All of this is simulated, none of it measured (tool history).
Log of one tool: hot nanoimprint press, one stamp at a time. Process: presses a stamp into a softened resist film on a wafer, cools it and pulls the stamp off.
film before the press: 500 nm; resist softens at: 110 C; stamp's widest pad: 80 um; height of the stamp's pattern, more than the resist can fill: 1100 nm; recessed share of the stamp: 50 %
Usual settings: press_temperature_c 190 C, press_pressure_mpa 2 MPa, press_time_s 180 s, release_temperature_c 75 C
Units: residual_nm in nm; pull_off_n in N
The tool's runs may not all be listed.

{"run": 1, "hour": 0.0, "press_temperature_c": 190, "press_pressure_mpa": 2, "press_time_s": 180, "release_temperature_c": 75, "residual_nm": 245.5, "pull_off_n": 174}
{"run": 2, "hour": 11.2, "press_temperature_c": 190, "press_pressure_mpa": 2, "press_time_s": 180, "release_temperature_c": 75, "residual_nm": 247.3, "pull_off_n": 170}
{"run": 3, "hour": 30.2, "press_temperature_c": 190, "press_pressure_mpa": 2, "press_time_s": 180, "release_temperature_c": 75, "residual_nm": 245.6, "pull_off_n": 172}
{"hour": 34.5, "done": "plate thermocouple calibrated"}
{"run": 4, "hour": 52.9, "press_temperature_c": 190, "press_pressure_mpa": 2, "press_time_s": 180, "release_temperature_c": 75, "residual_nm": 270.6, "pull_off_n": 187}
{"run": 5, "hour": 68.1, "press_temperature_c": 190, "press_pressure_mpa": 2, "press_time_s": 180, "release_temperature_c": 75, "residual_nm": 269.6, "pull_off_n": 190}
{"run": 6, "hour": 78.6, "press_temperature_c": 190, "press_pressure_mpa": 2, "press_time_s": 195, "release_temperature_c": 75, "residual_nm": 261.4, "pull_off_n": 198}
{"run": 7, "hour": 94.0, "press_temperature_c": 190, "press_pressure_mpa": 2, "press_time_s": 195, "release_temperature_c": 75, "residual_nm": 263.4, "pull_off_n": 194}
{"run": 8, "hour": 111.0, "press_temperature_c": 190, "press_pressure_mpa": 2, "press_time_s": 195, "release_temperature_c": 75, "residual_nm": 262.9, "pull_off_n": 196}
{"run": 9, "hour": 125.1, "press_temperature_c": 190, "press_pressure_mpa": 2, "press_time_s": 195, "release_temperature_c": 75, "residual_nm": 262, "pull_off_n": 197}
{"run": 10, "hour": 136.1, "press_temperature_c": 190, "press_pressure_mpa": 2, "press_time_s": 195, "release_temperature_c": 75, "residual_nm": 260.7, "pull_off_n": 197}
{"run": 11, "hour": 152.3, "press_temperature_c": 178, "press_pressure_mpa": 2, "press_time_s": 195, "release_temperature_c": 75, "residual_nm": 395, "pull_off_n": 202}
{"run": 12, "hour": 169.2, "press_temperature_c": 178, "press_pressure_mpa": 2, "press_time_s": 195, "release_temperature_c": 75, "residual_nm": 395.2, "pull_off_n": 207}
{"run": 13, "hour": 184.3, "press_temperature_c": 178, "press_pressure_mpa": 2, "press_time_s": 195, "release_temperature_c": 75, "residual_nm": 393, "pull_off_n": 213}
{"hour": 196.4, "done": "stamp cleaned and given a new release coat"}
{"run": 14, "hour": 209.6, "press_temperature_c": 178, "press_pressure_mpa": 2, "press_time_s": 195, "release_temperature_c": 75, "residual_nm": 393.7, "pull_off_n": 175}
{"run": 15, "hour": 223.9, "press_temperature_c": 178, "press_pressure_mpa": 2, "press_time_s": 195, "release_temperature_c": 75, "residual_nm": 395.2, "pull_off_n": 179}
{"run": 16, "hour": 236.1, "press_temperature_c": 184, "press_pressure_mpa": 2, "press_time_s": 134, "release_temperature_c": 76, "residual_nm": 357.5, "pull_off_n": 176}
{"run": 17, "hour": 255.5, "press_temperature_c": 184, "press_pressure_mpa": 2, "press_time_s": 134, "release_temperature_c": 76, "residual_nm": 358, "pull_off_n": 183}
{"run": 18, "hour": 266.5, "press_temperature_c": 193, "press_pressure_mpa": 2.22, "press_time_s": 104, "release_temperature_c": 79, "residual_nm": 272.5, "pull_off_n": 176}
{"run": 19, "hour": 281.6, "press_temperature_c": 193, "press_pressure_mpa": 2.22, "press_time_s": 104, "release_temperature_c": 79, "residual_nm": 271.8, "pull_off_n": 178}
{"run": 20, "hour": 300.3, "press_temperature_c": 193, "press_pressure_mpa": 2.22, "press_time_s": 104, "release_temperature_c": 79, "residual_nm": 275.9, "pull_off_n": 178}
{"run": 21, "hour": 319.6, "press_temperature_c": 193, "press_pressure_mpa": 2.22, "press_time_s": 104, "release_temperature_c": 79, "residual_nm": 276, "pull_off_n": 183}
{"run": 22, "hour": 334.2, "press_temperature_c": 200, "press_pressure_mpa": 2.22, "press_time_s": 250, "release_temperature_c": 79, "residual_nm": 142.6, "pull_off_n": 190}
{"run": 23, "hour": 347.2, "press_temperature_c": 200, "press_pressure_mpa": 2.22, "press_time_s": 250, "release_temperature_c": 79, "residual_nm": 141.9, "pull_off_n": 185}
{"run": 24, "hour": 357.0, "press_temperature_c": 200, "press_pressure_mpa": 3, "press_time_s": 282, "release_temperature_c": 79, "residual_nm": 118.3, "pull_off_n": 189}
{"run": 25, "hour": 369.3, "press_temperature_c": 190, "press_pressure_mpa": 1.8, "press_time_s": 102, "release_temperature_c": 75, "residual_nm": 325.8, "pull_off_n": 209}
{"run": 26, "hour": 378.5, "press_temperature_c": 193, "press_pressure_mpa": 2, "press_time_s": 103, "release_temperature_c": 75, "residual_nm": 283.9, "pull_off_n": 210}
{"hour": 390.3, "done": "stamp cleaned and given a new release coat"}
{"run": 27, "hour": 399.2, "press_temperature_c": 194, "press_pressure_mpa": 2.18, "press_time_s": 180, "release_temperature_c": 69, "residual_nm": 214.5, "pull_off_n": 198}
{"run": 28, "hour": 408.7, "press_temperature_c": 200, "press_pressure_mpa": 2, "press_time_s": 145, "release_temperature_c": 79, "residual_nm": 187.6, "pull_off_n": 166}
{"run": 29, "hour": 418.5, "press_temperature_c": 190, "press_pressure_mpa": 2.53, "press_time_s": 116, "release_temperature_c": 72, "residual_nm": 279.8, "pull_off_n": 189}
{"run": 30, "hour": 430.8, "press_temperature_c": 197, "press_pressure_mpa": 1.22, "press_time_s": 146, "release_temperature_c": 80, "residual_nm": 258.5, "pull_off_n": 162}

The same runs without the tool's hidden state, with the same run-to-run variation:
The hidden state here: true temperature over the reading, C; pressure that arrives at the usual setting, %; grip of the stamp's worn release coat, % over a new coat's; drift of the gauge itself on residual_nm, %; drift of the gauge itself on pull_off_n, %.
run=1 residual_nm=266.3 pull_off_n=182
run=2 residual_nm=268.5 pull_off_n=176
run=3 residual_nm=267.3 pull_off_n=175
run=4 residual_nm=267.2 pull_off_n=179
run=5 residual_nm=266.6 pull_off_n=179
run=6 residual_nm=258.7 pull_off_n=185
run=7 residual_nm=261.1 pull_off_n=179
run=8 residual_nm=261.1 pull_off_n=178
run=9 residual_nm=260.6 pull_off_n=177
run=10 residual_nm=259.6 pull_off_n=176
run=11 residual_nm=395.4 pull_off_n=178
run=12 residual_nm=396.1 pull_off_n=180
run=13 residual_nm=394.4 pull_off_n=183
run=14 residual_nm=395.6 pull_off_n=175
run=15 residual_nm=397.5 pull_off_n=177
run=16 residual_nm=359.8 pull_off_n=172
run=17 residual_nm=360.8 pull_off_n=175
run=18 residual_nm=274.1 pull_off_n=167
run=19 residual_nm=273.8 pull_off_n=167
run=20 residual_nm=278.3 pull_off_n=165
run=21 residual_nm=279 pull_off_n=167
run=22 residual_nm=144.2 pull_off_n=171
run=23 residual_nm=143.7 pull_off_n=164
run=24 residual_nm=118.3 pull_off_n=167
run=25 residual_nm=332 pull_off_n=183
run=26 residual_nm=289.3 pull_off_n=182
run=27 residual_nm=218.9 pull_off_n=200
run=28 residual_nm=191.5 pull_off_n=167
run=29 residual_nm=284.9 pull_off_n=188
run=30 residual_nm=267 pull_off_n=160
